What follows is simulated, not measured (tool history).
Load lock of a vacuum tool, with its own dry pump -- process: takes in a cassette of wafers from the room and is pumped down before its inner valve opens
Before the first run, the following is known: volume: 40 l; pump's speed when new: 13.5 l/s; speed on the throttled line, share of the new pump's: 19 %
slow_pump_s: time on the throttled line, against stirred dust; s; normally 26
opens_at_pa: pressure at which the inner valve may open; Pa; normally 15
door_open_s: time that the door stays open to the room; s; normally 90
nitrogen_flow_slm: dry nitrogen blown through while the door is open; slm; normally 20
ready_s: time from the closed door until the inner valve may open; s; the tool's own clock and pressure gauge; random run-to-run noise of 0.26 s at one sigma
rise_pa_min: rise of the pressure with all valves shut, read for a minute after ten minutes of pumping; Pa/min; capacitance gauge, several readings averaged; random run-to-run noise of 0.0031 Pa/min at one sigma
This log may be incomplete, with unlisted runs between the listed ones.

run	day	slow_pump_s	opens_at_pa	door_open_s	nitrogen_flow_slm	incoming humidity of the room's air, %	ready_s	rise_pa_min
1	0	26	15	90	20	47.2	48.4	0.104
2	13.088	26	15	90	20	44.5	47.9	0.1
3	34.746	26	15	90	20	47.4	48.3	0.113
4	58.329	26	15	90	20	40.8	48.3	0.108
5	76.742	26	15	90	20	43.1	48.1	0.116
6	97.9	26	15	128	20	44.7	48.1	0.14
7	120.754	26	15	128	20	45.7	48.2	0.148
8	142.012	26	15	90	19	45.3	48.8	0.144
9	155.517	26	15	90	19	43.8	48.7	0.145
10	172.683	26	15	90	19	47.6	48.4	0.159
11	196.012	26	15	90	19	42.7	48.9	0.16
12	220.292	26	15	216	20	41	49.2	0.192
13	233.562	26	15	90	20	46.9	48.8	0.177
14	251.696	39	15	90	20	47.7	59.7	0.184
15	266.867	17	15	90	20	43.4	42	0.189
16	282.817	17	15	90	20	43.8	41.9	0.187
17	297.367	17	15	90	20	44.6	42.2	0.193
18	310.067	17	15	90	20	46.7	42	0.204
19	335.275	15	15	90	36	41.9	41	0.204
20	352.279	26	15	33	20	46.2	49.7	0.203
21	377.529	21	12	120	20	47.4	47	0.249
22	393.704	21	12	27	20	43.8	46.6	0.216
23	409.321	21	30	27	39	40.1	44.2	0.219
24	429.625	21	18	30	39	48	45.7	0.241
25	442.142	21	18	30	39	45.7	45.5	0.239
26	461.617	26	15	90	41	47.1	50.5	0.276
# day 466.704: dry pump taken out, an overhauled one fitted
27	474.85	26	15	90	41	45.6	47.6	0.281
# day 489.638: door's seal changed, seat wiped
28	496.075	26	29	90	9	43.3	45.6	0.078
29	519.754	46	27	33	19	44.6	62.2	0.041
30	532.938	22	26	27	20	45.4	42.9	0.032
31	548.212	22	26	27	20	45	43.4	0.042
32	569.842	22	26	27	20	45.7	42.6	0.041
33	586.054	22	25	131	20	44.4	43.2	0.088
34	600.292	22	25	131	20	45.4	43.4	0.09
35	624.883	23	20	224	34	47.5	45	0.107
36	642.271	15	11	224	34	46.6	40.5	0.108

What if the next run were any one of these 3? Each begins from the tool's condition after run 36:
A	665.575	26	15	139	20	42.6	?	?
B	665.575	26	22	90	20	44.2	?	?
C	665.575	26	20	90	20	42.7	?	?

run	ready_s	rise_pa_min
A	48.6	0.103
B	47.6	0.095
C	47.4	0.088
With no hidden state in the tool, these same runs would have given:
run	ready_s	rise_pa_min
A	47.5	0.074
B	46.6	0.066
C	46.4	0.059
